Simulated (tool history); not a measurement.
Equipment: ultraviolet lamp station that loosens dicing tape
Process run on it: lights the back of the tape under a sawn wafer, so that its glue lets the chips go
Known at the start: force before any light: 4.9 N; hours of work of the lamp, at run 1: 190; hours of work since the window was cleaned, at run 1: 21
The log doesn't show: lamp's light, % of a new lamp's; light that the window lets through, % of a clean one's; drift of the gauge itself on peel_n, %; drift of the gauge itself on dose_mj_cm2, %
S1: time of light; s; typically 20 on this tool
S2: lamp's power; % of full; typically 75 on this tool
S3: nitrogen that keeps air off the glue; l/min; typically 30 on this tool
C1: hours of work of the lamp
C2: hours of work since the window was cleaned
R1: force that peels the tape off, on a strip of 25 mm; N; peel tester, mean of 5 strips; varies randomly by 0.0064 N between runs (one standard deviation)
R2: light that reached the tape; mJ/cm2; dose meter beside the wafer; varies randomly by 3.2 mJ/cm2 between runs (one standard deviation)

run	hour	S1	S2	S3	C1	C2	R1	R2
1	0	20	75	30	190	21	0.236	445
2	41.8	20	75	30	209	39	0.241	436
3	106.5	20	75	30	237	68	0.241	431
4	149.2	20	75	30	256	86	0.253	426
5	208.7	20	75	30	282	112	0.258	412
6	290.4	20	75	30	318	148	0.273	402
7	346.3	20	75	30	342	173	0.3	388
8	419.6	20	75	30	375	205	0.308	379
9	476.4	20	75	30	400	230	0.317	367
10	558	15	75	30	435	266	0.587	268
11	612.1	15	75	30	459	290	0.59	258
12	699	15	75	30	497	328	0.652	254
13	791	15	75	30	538	368	0.655	248
14	829.3	15	83	30	554	385	0.602	257
15	892.7	20	75	39	582	413	0.385	309
# hour 900.3: window cleaned of glue's vapour
16	953.9	20	75	30	609	24	0.516	286
17	997.8	10	75	45	628	43	1.314	142
18	1039.2	19	72	30	646	61	0.677	249
19	1077.3	23	72	23	663	78	0.553	298
# hour 1138: lamp changed
20	1145.3	20	75	31	3	107	0.286	382
# hour 1178.6: window cleaned of glue's vapour, once more
21	1226	18	85	13	38	21	0.333	491
22	1304.9	20	91	29	73	55	0.174	556
23	1343.9	37	75	30	90	73	0.147	848

Predict the results of run 24:
24	1384.3	37	75	30	108	90	?	?

Run 24 gave R1 0.152 N, R2 839 mJ/cm2.
Minus the tool's unlogged condition, the same run would have read R1 0.15 N, R2 929 mJ/cm2.
